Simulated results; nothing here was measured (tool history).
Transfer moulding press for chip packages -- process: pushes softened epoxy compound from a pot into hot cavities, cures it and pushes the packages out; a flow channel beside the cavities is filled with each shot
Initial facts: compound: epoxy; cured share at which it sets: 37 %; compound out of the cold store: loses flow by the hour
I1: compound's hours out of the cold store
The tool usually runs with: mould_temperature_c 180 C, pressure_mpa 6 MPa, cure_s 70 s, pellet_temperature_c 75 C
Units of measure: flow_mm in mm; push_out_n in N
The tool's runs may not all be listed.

Run 1, hour 0: usual settings; I1 30.6. Result: flow_mm 683 mm, push_out_n 772 N.
At hour 8.9: plunger's sealing rings changed.
Run 2, hour 14.6: usual settings but pellet_temperature_c 84 C; I1 26.7. Result: flow_mm 737 mm, push_out_n 844 N.
Run 3, hour 26.9: usual settings but pellet_temperature_c 84 C; I1 38. Result: flow_mm 716 mm, push_out_n 921 N.
At hour 31.1: cavities cleaned with cleaning compound and waxed.
Run 4, hour 36.8: usual settings but pellet_temperature_c 84 C; I1 8.5. Result: flow_mm 768 mm, push_out_n 720 N.
Run 5, hour 55.3: usual settings; I1 16.8. Result: flow_mm 732 mm, push_out_n 881 N.
At hour 72.6: cavities cleaned with cleaning compound and waxed.
Run 6, hour 72.6: usual settings; I1 8.7. Result: flow_mm 754 mm, push_out_n 662 N.
Run 7, hour 88.8: usual settings; I1 30.9. Result: flow_mm 725 mm, push_out_n 801 N.
Run 8, hour 103.9: usual settings; I1 17.8. Result: flow_mm 727 mm, push_out_n 957 N.
At hour 114.4: cavities cleaned with cleaning compound and waxed.
Run 9, hour 123.2: usual settings but mould_temperature_c 178 C; I1 44.7. Result: flow_mm 714 mm, push_out_n 790 N.
Run 10, hour 137.9: usual settings but mould_temperature_c 178 C; I1 24.4. Result: flow_mm 740 mm, push_out_n 998 N.
Run 11, hour 149.5: usual settings but mould_temperature_c 178 C; I1 40.4. Result: flow_mm 713 mm, push_out_n 1056 N.
At hour 156.4: cavities cleaned with cleaning compound and waxed.
Run 12, hour 158.9: usual settings but mould_temperature_c 178 C; I1 47.4. Result: flow_mm 705 mm, push_out_n 768 N.
Run 13, hour 174.7: usual settings but pellet_temperature_c 65 C; I1 23.3. Result: flow_mm 732 mm, push_out_n 921 N.
Run 14, hour 190.9: usual settings but pressure_mpa 5.4 MPa, pellet_temperature_c 65 C; I1 11. Result: flow_mm 711 mm, push_out_n 980 N.
At hour 198: cavities cleaned with cleaning compound and waxed.
Run 15, hour 205.7: usual settings but pressure_mpa 5.4 MPa, pellet_temperature_c 65 C; I1 21.6. Result: flow_mm 690 mm, push_out_n 794 N.
Run 16, hour 218.7: usual settings but mould_temperature_c 176 C, pressure_mpa 5.78 MPa, pellet_temperature_c 65 C; I1 35.4. Result: flow_mm 705 mm, push_out_n 1168 N.
Run 17, hour 230.8: usual settings but mould_temperature_c 176 C, pressure_mpa 4.57 MPa, cure_s 74 s, pellet_temperature_c 65 C; I1 12. Result: flow_mm 640 mm, push_out_n 1192 N.
At hour 239.7: cavities cleaned with cleaning compound and waxed.
Run 18, hour 245.1: usual settings but mould_temperature_c 184 C, pellet_temperature_c 81 C; I1 20.9. Result: flow_mm 717 mm, push_out_n 549 N.
Run 19, hour 264: usual settings but mould_temperature_c 177 C, pressure_mpa 4.69 MPa, pellet_temperature_c 68 C; I1 14.3. Result: flow_mm 647 mm, push_out_n 1165 N.
Run 20, hour 278.1: usual settings but pressure_mpa 7.29 MPa, cure_s 65 s, pellet_temperature_c 77 C; I1 14.6. Result: flow_mm 814 mm, push_out_n 1184 N.
At hour 282.1: cavities cleaned with cleaning compound and waxed.
Run 21, hour 291.4: usual settings but mould_temperature_c 182 C, cure_s 100 s; I1 43.8. Result: flow_mm 677 mm, push_out_n 453 N.
Run 22, hour 300.8: usual settings but mould_temperature_c 182 C, pressure_mpa 5.12 MPa, cure_s 89 s, pellet_temperature_c 82 C; I1 12.4. Result: flow_mm 667 mm, push_out_n 521 N.
Run 23, hour 315.1: usual settings but mould_temperature_c 182 C, pressure_mpa 6.13 MPa, cure_s 68 s, pellet_temperature_c 82 C; I1 8.3. Result: flow_mm 729 mm, push_out_n 898 N.
At hour 323.9: cavities cleaned with cleaning compound and waxed.
Run 24, hour 326: usual settings but mould_temperature_c 182 C, pressure_mpa 6.13 MPa, cure_s 68 s, pellet_temperature_c 82 C; I1 16. Result: flow_mm 722 mm, push_out_n 639 N.
Run 25, hour 338.7: usual settings but mould_temperature_c 182 C, pressure_mpa 6.13 MPa, cure_s 68 s, pellet_temperature_c 82 C; I1 44.9. Result: flow_mm 677 mm, push_out_n 714 N.
Run 26, hour 350.1: usual settings but mould_temperature_c 186 C, pressure_mpa 6.13 MPa, cure_s 68 s, pellet_temperature_c 82 C; I1 30.4. Result: flow_mm 687 mm, push_out_n 631 N.
At hour 365.9: cavities cleaned with cleaning compound and waxed.
Run 27, hour 366.9: usual settings but mould_temperature_c 186 C, pressure_mpa 6.13 MPa, cure_s 68 s, pellet_temperature_c 82 C; I1 17.6. Result: flow_mm 702 mm, push_out_n 492 N.

Per-run results on a tool with no hidden state, each run keeping its own random variation:
What the log doesn't record here: true mould temperature over the reading, C; pressure that reaches the compound, % of what is set; grip of the stained cavities, % over clean ones'; drift of the gauge itself on flow_mm, %; drift of the gauge itself on push_out_n, %.
run  flow_mm  push_out_n
  1      738         600
  2      738         584
  3      719         593
  4      771         618
  5      737         609
  6      762         631
  7      734         605
  8      738         642
  9      727         644
 10      756         700
 11      729         684
 12      722         692
 13      752         680
 14      732         632
 15      713         653
 16      729         826
 17      663         771
 18      745         472
 19      675         799
 20      851         745
 21      709         385
 22      700         394
 23      767         588
 24      761         579
 25      715         536
 26      728         437
 27      746         464
